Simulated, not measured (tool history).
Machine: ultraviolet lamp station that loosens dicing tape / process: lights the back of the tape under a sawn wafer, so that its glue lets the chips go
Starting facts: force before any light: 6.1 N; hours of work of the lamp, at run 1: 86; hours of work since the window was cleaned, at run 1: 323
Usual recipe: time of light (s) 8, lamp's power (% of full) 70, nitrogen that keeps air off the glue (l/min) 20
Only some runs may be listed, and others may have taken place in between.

run    hour  time of light (s)  lamp's power (% of full)  nitrogen that keeps air off the glue (l/min)  hours of work of the lamp  hours of work since the window was cleaned  force that peels the tape off (N)  light that reached the tape (mJ/cm²)
  1       0                  8                        70                                            20                         86                                         323                              0.664                                   415
  2    27.5                  8                        70                                            20                        102                                         339                              0.664                                   414
  3    87.7                  8                        70                                            15                        138                                         375                              0.844                                   407
  4   114.6                  8                        70                                            20                        154                                         391                              0.704                                   406
  5   161.7                  8                        70                                            20                        182                                         419                              0.697                                   405
  6   204.4                  8                        70                                            20                        207                                         444                              0.737                                   402
  7   249.6                  8                        70                                            20                        234                                         471                              0.735                                   396
      298.6  -- window cleaned of glue's vapour
  8   307.3                  8                        70                                            35                        268                                           5                              0.521                                   388
  9   352.6                  8                        70                                            20                        295                                          32                              0.794                                   375
 10   389.3                  8                        70                                            20                        317                                          54                              0.763                                   384
 11   421.8                  8                        70                                            20                        336                                          73                               0.75                                   372
 12   462.4                  8                        70                                            20                        361                                          97                              0.813                                   374
 13   493.6                  8                        70                                            20                        379                                         116                              0.791                                   372
      522.4  -- window cleaned of glue's vapour, once more
 14   546.3                  8                        70                                            20                        410                                          14                              0.677                                   416
 15   589.3                  8                        70                                            20                        436                                          40                              0.699                                   408
 16   648.8                  8                        70                                            20                        471                                          75                               0.71                                   402
 17   676.7                  8                        70                                            20                        488                                          92                              0.744                                   399
 18   730.5                  8                        70                                            20                        520                                         124                               0.72                                   399
 19   780.4                  8                        70                                            20                        549                                         153                              0.743                                   396
 20   837.2                  8                        70                                            20                        583                                         187                               0.73                                   389
 21   867.5                 11                        70                                            20                        601                                         205                               0.45                                   529
 22   907.3                  6                        77                                            37                        625                                         229                              0.737                                   317
 23   966.9                  8                        81                                            18                        660                                         264                              0.662                                   438
 24  1001.3                  8                        81                                            18                        681                                         285                              0.689                                   438
 25  1047.3                  6                        90                                            20                        708                                         312                              0.839                                   364
 26  1096.1                  6                        90                                            20                        737                                         341                               0.87                                   359
 27  1145.4                 15                        92                                            20                        766                                         371                              0.267                                   908
 28  1189.7                 15                        92                                            20                        793                                         397                              0.272                                   894
 29  1217.5                 15                        75                                            30                        809                                         413                              0.272                                   739
 30  1247.9                 15                        75                                            30                        827                                         432                              0.267                                   720
 31    1275                  8                        74                                            24                        844                                         448                              0.713                                   376
 32  1321.7                  8                        74                                            24                        871                                         475                              0.719                                   374
     1360.1  -- window cleaned of glue's vapour
 33  1381.3                  8                        81                                            20                        906                                          13                              0.622                                   442
 34  1424.3                  5                        80                                            11                        932                                          38                               1.85                                   268
 35  1480.8                  8                        69                                            20                        966                                          72                               0.86                                   362
 36  1520.8                  8                        69                                            20                        989                                          96                              0.827                                   362
 37  1579.6                  8                        69                                            20                       1024                                         131                              0.875                                   360
 38  1612.2                  8                        69                                            20                       1044                                         150                              0.854                                   354
 39  1662.4                  8                        69                                            20                       1074                                         180                              0.891                                   353
 40  1698.9                  8                        69                                            20                       1095                                         202                              0.885                                   349
 41  1757.8                 13                        62                                            20                       1130                                         237                              0.501                                   503

What differs in the tool's unlogged condition from the final listed run ahead of each entry between runs to the first listed run following it?
Between runs 7 and 8: window cleaned of glue's vapour (hour 298.6)
  lamp's light, % of a new lamp's: 95.3 -> 94.6; light that the window lets through, % of a clean one's: 92.8 -> 90.2
  measured result minus the result with no hidden state, force that peels the tape off (N): +0.136 -> +0.117; light that reached the tape (mJ/cm²): -52 -> -66
Between runs 13 and 14: window cleaned of glue's vapour, once more (hour 522.4)
  lamp's light, % of a new lamp's: 92.9 -> 92.3; light that the window lets through, % of a clean one's: 88.6 -> 99.3
  measured result minus the result with no hidden state, force that peels the tape off (N): +0.222 -> +0.092; light that reached the tape (mJ/cm²): -80 -> -37
Between runs 32 and 33: window cleaned of glue's vapour (hour 1360.1)
  lamp's light, % of a new lamp's: 84.8 -> 84.3; light that the window lets through, % of a clean one's: 92.9 -> 99.8
  measured result minus the result with no hidden state, force that peels the tape off (N): +0.231 -> +0.153; light that reached the tape (mJ/cm²): -100 -> -83
